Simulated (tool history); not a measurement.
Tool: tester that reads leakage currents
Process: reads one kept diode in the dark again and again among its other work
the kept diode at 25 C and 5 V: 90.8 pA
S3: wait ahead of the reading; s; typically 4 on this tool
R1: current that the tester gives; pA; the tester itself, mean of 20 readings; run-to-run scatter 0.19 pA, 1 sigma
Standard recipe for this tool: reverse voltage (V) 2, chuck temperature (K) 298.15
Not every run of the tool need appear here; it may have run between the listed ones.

{"run": 1, "hour": 0.0, "reverse voltage (V)": 2, "chuck temperature (K)": 298.15, "S3": 4, "R1": 56.27}
{"run": 2, "hour": 178.0, "reverse voltage (V)": 2, "chuck temperature (K)": 306.15, "S3": 4, "R1": 112.54}
{"run": 3, "hour": 347.2, "reverse voltage (V)": 2, "chuck temperature (K)": 306.15, "S3": 4, "R1": 111.83}
{"run": 4, "hour": 565.5, "reverse voltage (V)": 2, "chuck temperature (K)": 298.15, "S3": 2.27, "R1": 55.73}
{"run": 5, "hour": 700.8, "reverse voltage (V)": 2, "chuck temperature (K)": 298.15, "S3": 4, "R1": 55.34}
{"hour": 888.2, "done": "probe card cleaned and baked"}
{"run": 6, "hour": 888.2, "reverse voltage (V)": 2, "chuck temperature (K)": 298.15, "S3": 4, "R1": 49.59}
{"run": 7, "hour": 1067.6, "reverse voltage (V)": 2, "chuck temperature (K)": 298.15, "S3": 0.39, "R1": 50.6}
{"run": 8, "hour": 1167.4, "reverse voltage (V)": 2, "chuck temperature (K)": 298.15, "S3": 0.39, "R1": 50.16}
{"run": 9, "hour": 1317.6, "reverse voltage (V)": 2, "chuck temperature (K)": 298.15, "S3": 0.39, "R1": 50.31}
{"run": 10, "hour": 1440.8, "reverse voltage (V)": 2, "chuck temperature (K)": 298.15, "S3": 0.39, "R1": 50.25}
{"hour": 1506.6, "done": "chuck's temperature calibrated"}
{"run": 11, "hour": 1640.8, "reverse voltage (V)": 2, "chuck temperature (K)": 298.15, "S3": 0.39, "R1": 63.23}
{"run": 12, "hour": 1742.3, "reverse voltage (V)": 2, "chuck temperature (K)": 298.15, "S3": 2.6, "R1": 61.83}
{"run": 13, "hour": 1920.5, "reverse voltage (V)": 2, "chuck temperature (K)": 298.15, "S3": 2.6, "R1": 62.08}
{"run": 14, "hour": 2134.8, "reverse voltage (V)": 10.52, "chuck temperature (K)": 298.15, "S3": 4, "R1": 140.7}
{"run": 15, "hour": 2245.8, "reverse voltage (V)": 1.53, "chuck temperature (K)": 298.15, "S3": 0.32, "R1": 55.06}
{"run": 16, "hour": 2443.8, "reverse voltage (V)": 1.53, "chuck temperature (K)": 298.15, "S3": 0.32, "R1": 54.82}
{"run": 17, "hour": 2582.6, "reverse voltage (V)": 4.14, "chuck temperature (K)": 302.15, "S3": 0.32, "R1": 125.51}
{"run": 18, "hour": 2791.3, "reverse voltage (V)": 4.14, "chuck temperature (K)": 302.15, "S3": 0.93, "R1": 123.17}
{"hour": 2888.9, "done": "probe card cleaned and baked"}
{"run": 19, "hour": 2953.1, "reverse voltage (V)": 2.21, "chuck temperature (K)": 302.15, "S3": 1.77, "R1": 83.38}
{"run": 20, "hour": 3057.6, "reverse voltage (V)": 4.91, "chuck temperature (K)": 311.15, "S3": 0.49, "R1": 267.83}
{"run": 21, "hour": 3273.3, "reverse voltage (V)": 6, "chuck temperature (K)": 294.15, "S3": 3.83, "R1": 63.88}
{"run": 22, "hour": 3492.1, "reverse voltage (V)": 6.22, "chuck temperature (K)": 296.15, "S3": 4, "R1": 78.86}
{"run": 23, "hour": 3709.7, "reverse voltage (V)": 2.13, "chuck temperature (K)": 296.15, "S3": 0.51, "R1": 47.49}
{"run": 24, "hour": 3901.6, "reverse voltage (V)": 18.75, "chuck temperature (K)": 301.15, "S3": 4.16, "R1": 215.01}
{"run": 25, "hour": 4040.5, "reverse voltage (V)": 18.75, "chuck temperature (K)": 301.15, "S3": 4.16, "R1": 216.42}
{"run": 26, "hour": 4189.0, "reverse voltage (V)": 2.59, "chuck temperature (K)": 295.15, "S3": 4.16, "R1": 47.31}
{"run": 27, "hour": 4370.0, "reverse voltage (V)": 3.18, "chuck temperature (K)": 319.15, "S3": 2.65, "R1": 400.51}
{"run": 28, "hour": 4461.8, "reverse voltage (V)": 1.54, "chuck temperature (K)": 329.15, "S3": 2.6, "R1": 631.14}

Alternative continuations, all from the tool just after run 28; predict every row:
{"run": "A", "hour": 4571.3, "reverse voltage (V)": 3.89, "chuck temperature (K)": 296.15, "S3": 2.6, "R1": "?"}
{"run": "B", "hour": 4571.3, "reverse voltage (V)": 5.94, "chuck temperature (K)": 298.15, "S3": 4, "R1": "?"}
{"run": "C", "hour": 4571.3, "reverse voltage (V)": 1.54, "chuck temperature (K)": 303.15, "S3": 2.6, "R1": "?"}
{"run": "D", "hour": 4571.3, "reverse voltage (V)": 2, "chuck temperature (K)": 298.15, "S3": 9.96, "R1": "?"}
{"run": "E", "hour": 4571.3, "reverse voltage (V)": 1.54, "chuck temperature (K)": 313.15, "S3": 1.26, "R1": "?"}

run=A R1=64.44
run=B R1=94.5
run=C R1=73.19
run=D R1=53.9
run=E R1=174.07
The same runs, with their run-to-run variation unchanged, on a tool lacking any hidden condition would have given:
run=A R1=67.84
run=B R1=98.62
run=C R1=84.49
run=D R1=60.21
run=E R1=204.27

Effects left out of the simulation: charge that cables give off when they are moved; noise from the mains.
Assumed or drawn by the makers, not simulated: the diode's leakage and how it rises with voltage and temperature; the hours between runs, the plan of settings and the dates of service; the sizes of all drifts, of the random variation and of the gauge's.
